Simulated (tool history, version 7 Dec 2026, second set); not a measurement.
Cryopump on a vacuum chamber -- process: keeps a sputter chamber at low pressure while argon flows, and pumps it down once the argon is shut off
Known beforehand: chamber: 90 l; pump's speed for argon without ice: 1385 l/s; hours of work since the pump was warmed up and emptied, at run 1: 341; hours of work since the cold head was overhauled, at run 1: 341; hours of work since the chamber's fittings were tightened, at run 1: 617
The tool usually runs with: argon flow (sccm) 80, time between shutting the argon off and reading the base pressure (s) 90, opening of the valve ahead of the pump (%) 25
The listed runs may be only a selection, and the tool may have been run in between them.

run	day	argon flow (sccm)	time between shutting the argon off and reading the base pressure (s)	opening of the valve ahead of the pump (%)	hours of work since the pump was warmed up and emptied	hours of work since the cold head was overhauled	hours of work since the chamber's fittings were tightened	pressure while argon flows (Pa)	pressure after the wait (uPa)
1	0	80	90	25	341	341	617	0.4215	1.7
2	0.45	80	90	25	348	348	624	0.4189	1.64
3	0.929	80	90	25	356	356	632	0.4196	1.77
4	1.246	80	201	25	361	361	637	0.4238	1.14
5	1.654	80	201	25	368	368	644	0.425	1.09
6	2.304	80	201	25	378	378	655	0.4202	1.12
7	2.708	92	90	25	385	385	661	0.4868	1.79
8	3.067	92	90	34	391	391	667	0.3703	1.83
9	3.562	92	90	34	399	399	675	0.3685	1.79
10	4	120	90	25	406	406	682	0.6409	1.81
11	4.317	80	90	36	411	411	688	0.3087	1.81
12	4.662	80	90	25	417	417	693	0.4252	1.8
13	4.95	80	90	25	422	422	698	0.4249	1.78
14	5.454	80	90	25	430	430	706	0.4288	1.82
15	5.896	80	90	25	437	437	713	0.4274	1.84
16	6.3	80	90	25	444	444	720	0.4325	1.81
17	6.892	80	90	25	453	453	730	0.43	1.86
18	7.171	80	90	25	458	458	734	0.4304	1.82
19	7.696	35	95	51	467	467	743	0.1022	1.79
20	8.125	47	266	38	474	474	750	0.1782	1.12
21	8.6	47	266	38	481	481	758	0.1772	1.13
22	9.142	67	22	30	490	490	767	0.3114	5.41
23	9.65	145	92	30	499	499	775	0.6779	1.85
24	9.954	80	102	25	503	503	780	0.4385	1.77
25	10.521	80	34	28	513	513	789	0.3984	3.8
# day 11.254: pump warmed up, emptied and cooled again
26	11.333	74	37	23	1	523	799	0.3979	3.29
27	11.812	74	37	23	9	531	807	0.3929	3.26
28	12.429	80	154	25	19	541	817	0.3927	1.21
29	12.921	80	154	25	27	549	825	0.3959	1.22
30	13.238	80	154	25	32	554	830	0.3935	1.22
31	13.804	80	154	25	42	563	839	0.3936	1.24
32	14.092	40	41	27	46	568	844	0.1841	3.06
33	14.638	80	290	21	55	577	853	0.4692	0.96
34	15.121	80	45	21	63	585	861	0.472	2.8

Run by run, hidden condition taken away, random variation retained:
Hidden state present: pump's speed, % of a pump's without ice; cold plate's temperature, K; leak into the chamber, uPa l/s; drift of the gauge itself on working_pa, %; drift of the gauge itself on base_upa, %.
run	pressure while argon flows (Pa)	pressure after the wait (uPa)
1	0.3927	1.32
2	0.3896	1.27
3	0.3894	1.37
4	0.3929	0.73
5	0.3934	0.69
6	0.3878	0.71
7	0.4485	1.36
8	0.3311	1.39
9	0.3285	1.35
10	0.5873	1.36
11	0.2725	1.37
12	0.3885	1.34
13	0.3877	1.32
14	0.3903	1.35
15	0.3883	1.36
16	0.3922	1.32
17	0.3888	1.36
18	0.3885	1.32
19	0.0833	1.27
20	0.152	0.6
21	0.1506	0.61
22	0.2725	4.87
23	0.5916	1.3
24	0.3904	1.21
25	0.3488	3.23
26	0.3962	2.97
27	0.3908	2.94
28	0.3898	0.88
29	0.3925	0.88
30	0.3898	0.89
31	0.3892	0.89
32	0.1817	2.7
33	0.464	0.61
34	0.4661	2.45

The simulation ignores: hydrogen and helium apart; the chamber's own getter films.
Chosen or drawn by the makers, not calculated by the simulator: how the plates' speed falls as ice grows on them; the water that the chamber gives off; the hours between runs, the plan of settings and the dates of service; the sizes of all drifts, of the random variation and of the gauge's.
